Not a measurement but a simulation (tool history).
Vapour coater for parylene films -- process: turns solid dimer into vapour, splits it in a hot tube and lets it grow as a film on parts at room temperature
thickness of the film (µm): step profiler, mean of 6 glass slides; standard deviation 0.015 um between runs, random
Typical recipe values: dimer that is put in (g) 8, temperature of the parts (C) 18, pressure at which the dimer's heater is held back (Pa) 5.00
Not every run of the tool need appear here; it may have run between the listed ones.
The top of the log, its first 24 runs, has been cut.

run	hour	dimer that is put in (g)	temperature of the parts (C)	pressure at which the dimer's heater is held back (Pa)	thickness of the film (µm)
25	404.5	7	28	6.06	1.05
26	417.6	7	28	6.06	1.01
27	440.9	6	13	6.06	1.37
28	459.6	6	13	6.06	1.35
29	471.0	6	13	6.06	1.33
30	493.6	6	13	6.06	1.32
31	503.7	7	17	6.06	1.37
32	525.6	7	17	6.06	1.38
33	541.4	7	23	6.06	1.20
34	559.2	7	23	6.06	1.16
35	575.4	6	18	3.89	1.23
36	589.2	4	26	6.64	0.61
37	601.3	8	19	3.88	1.60
38	614.0	4	17	5.00	0.84
39	635.5	4	17	5.00	0.82
40	649.0	4	13	2.57	1.02
41	664.9	4	13	2.57	1.04
42	682.0	3	24	9.64	0.44
43	701.2	3	13	9.64	0.60
44	720.2	10	18	2.56	2.20
45	733.8	14	19	2.29	3.02
46	752.5	5	28	5.00	0.72
47	770.0	4	16	4.38	0.81

Each row is a separate what-if for the run after 47, all from the same tool condition, not one after another. Results?
A	786.5	4	20	4.38	?
B	786.5	8	24	5.19	?
C	786.5	4	16	10.57	?

run	thickness of the film (µm)
A	0.76
B	1.29
C	0.71
Without the tool's hidden state the same runs would have given:
run	thickness of the film (µm)
A	0.82
B	1.38
C	0.76
